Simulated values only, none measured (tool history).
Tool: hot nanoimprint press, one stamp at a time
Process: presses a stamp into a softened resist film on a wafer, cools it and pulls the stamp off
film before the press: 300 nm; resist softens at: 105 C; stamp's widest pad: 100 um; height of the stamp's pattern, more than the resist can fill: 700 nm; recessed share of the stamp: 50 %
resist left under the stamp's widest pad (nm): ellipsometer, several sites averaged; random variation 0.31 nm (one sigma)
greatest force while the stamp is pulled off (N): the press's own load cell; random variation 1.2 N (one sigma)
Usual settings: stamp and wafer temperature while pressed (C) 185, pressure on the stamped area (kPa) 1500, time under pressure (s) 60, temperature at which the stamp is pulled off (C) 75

| run | hour | stamp and wafer temperature while pressed (C) | pressure on the stamped area (kPa) | time under pressure (s) | temperature at which the stamp is pulled off (C) | resist left under the stamp's widest pad (nm) | greatest force while the stamp is pulled off (N) |
|---|---|---|---|---|---|---|---|
| 1 | 0 | 185 | 1500 | 60 | 75 | 130.5 | 185 |
|  | 37.6 | stamp cleaned and given a new release coat |
| 2 | 42.2 | 185 | 1500 | 60 | 75 | 129.7 | 180 |
|  | 81.6 | plate thermocouple calibrated |
| 3 | 86.5 | 185 | 1500 | 60 | 75 | 129.8 | 183 |
| 4 | 111.3 | 185 | 1540 | 60 | 75 | 128.1 | 186 |
|  | 141.2 | stamp cleaned and given a new release coat |
| 5 | 144 | 185 | 1500 | 60 | 75 | 129.8 | 180 |
| 6 | 191.9 | 185 | 1500 | 60 | 75 | 129.5 | 183 |
|  | 245.9 | stamp cleaned and given a new release coat |
| 7 | 245.9 | 185 | 1500 | 60 | 75 | 129.8 | 179 |
| 8 | 272.5 | 185 | 1500 | 73 | 75 | 119.3 | 180 |
| 9 | 307.5 | 185 | 1500 | 33 | 75 | 161.6 | 183 |
|  | 346.8 | stamp cleaned and given a new release coat |
| 10 | 369.3 | 185 | 1500 | 33 | 75 | 160.6 | 180 |
| 11 | 412.9 | 185 | 2030 | 60 | 75 | 112.9 | 181 |
|  | 448 | stamp cleaned and given a new release coat |
| 12 | 467.1 | 192 | 1500 | 60 | 75 | 99.2 | 178 |
| 13 | 522.4 | 185 | 1500 | 60 | 70 | 128.2 | 205 |
|  | 546.2 | plate thermocouple calibrated |
|  | 552.2 | stamp cleaned and given a new release coat |
| 14 | 564.6 | 185 | 1500 | 60 | 70 | 132 | 203 |
| 15 | 598.2 | 185 | 1500 | 60 | 70 | 131.7 | 207 |
| 16 | 629.1 | 174 | 1500 | 60 | 63 | 192.9 | 243 |
|  | 656.8 | stamp cleaned and given a new release coat |
| 17 | 682.3 | 174 | 1500 | 60 | 63 | 191.8 | 235 |
| 18 | 717.7 | 188 | 940 | 113 | 70 | 111.4 | 209 |
| 19 | 743.1 | 180 | 2250 | 60 | 75 | 134.6 | 184 |
|  | 761.2 | stamp cleaned and given a new release coat |
| 20 | 795 | 180 | 2250 | 60 | 75 | 134.2 | 180 |
| 21 | 820.6 | 180 | 2250 | 38 | 81 | 159.4 | 156 |
|  | 832.3 | press's hydraulic seals changed and the load cell set to zero |
|  | 870.9 | stamp cleaned and given a new release coat |
| 22 | 883.6 | 184 | 2250 | 38 | 81 | 133 | 152 |
| 23 | 915.4 | 184 | 2250 | 38 | 81 | 133.7 | 156 |
| 24 | 941.2 | 184 | 2250 | 38 | 81 | 133.1 | 156 |
|  | 975.8 | stamp cleaned and given a new release coat |
| 25 | 998.5 | 177 | 910 | 60 | 75 | 201.2 | 178 |
|  | 1023.2 | plate thermocouple calibrated |
| 26 | 1043.4 | 185 | 910 | 60 | 75 | 159.8 | 183 |
|  | 1082.9 | stamp cleaned and given a new release coat |
| 27 | 1099.3 | 185 | 910 | 60 | 75 | 159.6 | 180 |
| 28 | 1129.4 | 192 | 960 | 60 | 75 | 122.9 | 184 |
| 29 | 1155.2 | 184 | 960 | 48 | 75 | 173.9 | 185 |
|  | 1184.9 | stamp cleaned and given a new release coat |
| 30 | 1192.2 | 185 | 1040 | 70 | 75 | 142.2 | 179 |

Some steps in resist left under the stamp's widest pad (nm) between neighbouring runs. How much of each would the tool show without its hidden state too (settings, what came in, random variation), and how much is left for the hidden state, with any gauge scatter that isn't in both results?
The hidden state here: true temperature over the reading, C; pressure that arrives at the usual setting, %; grip of the stamp's worn release coat, % over a new coat's; drift of the gauge itself on residual_nm, %; drift of the gauge itself on pull_off_n, %.
Run 13 -> 14: plate thermocouple calibrated, stamp cleaned and given a new release coat. resist left under the stamp's widest pad (nm) +3.8: hidden state +3.4, all else +0.4.
Run 15 -> 16: stamp and wafer temperature while pressed (C) 185 -> 174, temperature at which the stamp is pulled off (C) 70 -> 63. resist left under the stamp's widest pad (nm) +61.2: hidden state -0.2, all else +61.4.
Run 17 -> 18: stamp and wafer temperature while pressed (C) 174 -> 188, pressure on the stamped area (kPa) 1500 -> 940, time under pressure (s) 60 -> 113, temperature at which the stamp is pulled off (C) 63 -> 70. resist left under the stamp's widest pad (nm) -80.4: hidden state -0.9, all else -79.5.
Run 21 -> 22: stamp and wafer temperature while pressed (C) 180 -> 184, press's hydraulic seals changed and the load cell set to zero, stamp cleaned and given a new release coat. resist left under the stamp's widest pad (nm) -26.4: hidden state -4.6, all else -21.8.
Run 24 -> 25: stamp and wafer temperature while pressed (C) 184 -> 177, pressure on the stamped area (kPa) 2250 -> 910, time under pressure (s) 38 -> 60, temperature at which the stamp is pulled off (C) 81 -> 75, stamp cleaned and given a new release coat. resist left under the stamp's widest pad (nm) +68.1: hidden state -0.9, all else +69.
Run 25 -> 26: stamp and wafer temperature while pressed (C) 177 -> 185, plate thermocouple calibrated. resist left under the stamp's widest pad (nm) -41.4: hidden state +2.6, all else -44.

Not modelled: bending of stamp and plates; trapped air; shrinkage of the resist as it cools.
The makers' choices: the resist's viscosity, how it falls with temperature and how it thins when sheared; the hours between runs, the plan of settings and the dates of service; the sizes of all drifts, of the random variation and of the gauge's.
